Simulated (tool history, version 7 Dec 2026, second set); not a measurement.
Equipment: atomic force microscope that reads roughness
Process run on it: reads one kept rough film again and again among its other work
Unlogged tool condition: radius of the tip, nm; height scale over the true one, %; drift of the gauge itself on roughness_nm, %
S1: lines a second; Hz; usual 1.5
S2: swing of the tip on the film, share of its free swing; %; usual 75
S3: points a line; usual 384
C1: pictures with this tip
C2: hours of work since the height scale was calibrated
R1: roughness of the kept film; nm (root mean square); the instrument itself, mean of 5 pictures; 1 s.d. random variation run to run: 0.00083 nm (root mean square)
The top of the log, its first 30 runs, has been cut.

run,hour,S1,S2,S3,C1,C2,R1
# hour 337.4: height scale calibrated on a step standard, once more
31,345.5,1.5,75,508,293,6,0.7008
32,355,0.98,75,508,306,12,0.7173
# hour 360.9: new tip fitted
33,362.6,0.98,75,508,2,17,0.721
34,376.6,0.98,83,508,22,26,0.7026
35,383.8,0.98,83,508,32,31,0.7043
36,391.7,0.62,56,512,43,37,0.7475
37,407,0.62,56,512,65,47,0.7463
38,416.8,1.35,75,287,79,54,0.7064
39,432.7,3.77,75,760,101,65,0.6357
40,439.6,3.77,75,760,111,69,0.6365
41,448.4,1.65,75,760,123,75,0.6975
42,463.3,1.65,76,713,144,86,0.6951
43,471.3,2.24,78,374,156,91,0.6669
44,484.4,2.1,72,273,174,100,0.6916
45,500.2,1.77,65,273,196,111,0.7156

Predict each of these 4 candidate next runs independently; none follows another, all start after run 45:
A,507.7,0.82,88,910,207,116,?
B,507.7,1.5,59,384,207,116,?
C,507.7,1.27,75,384,207,116,?
D,507.7,0.58,75,306,207,116,?

run,R1
A,0.6993
B,0.7322
C,0.7083
D,0.7306
With the hidden condition removed and each run's random variation left untouched, the same runs would have given:
run,R1
A,0.7023
B,0.7353
C,0.7113
D,0.7337
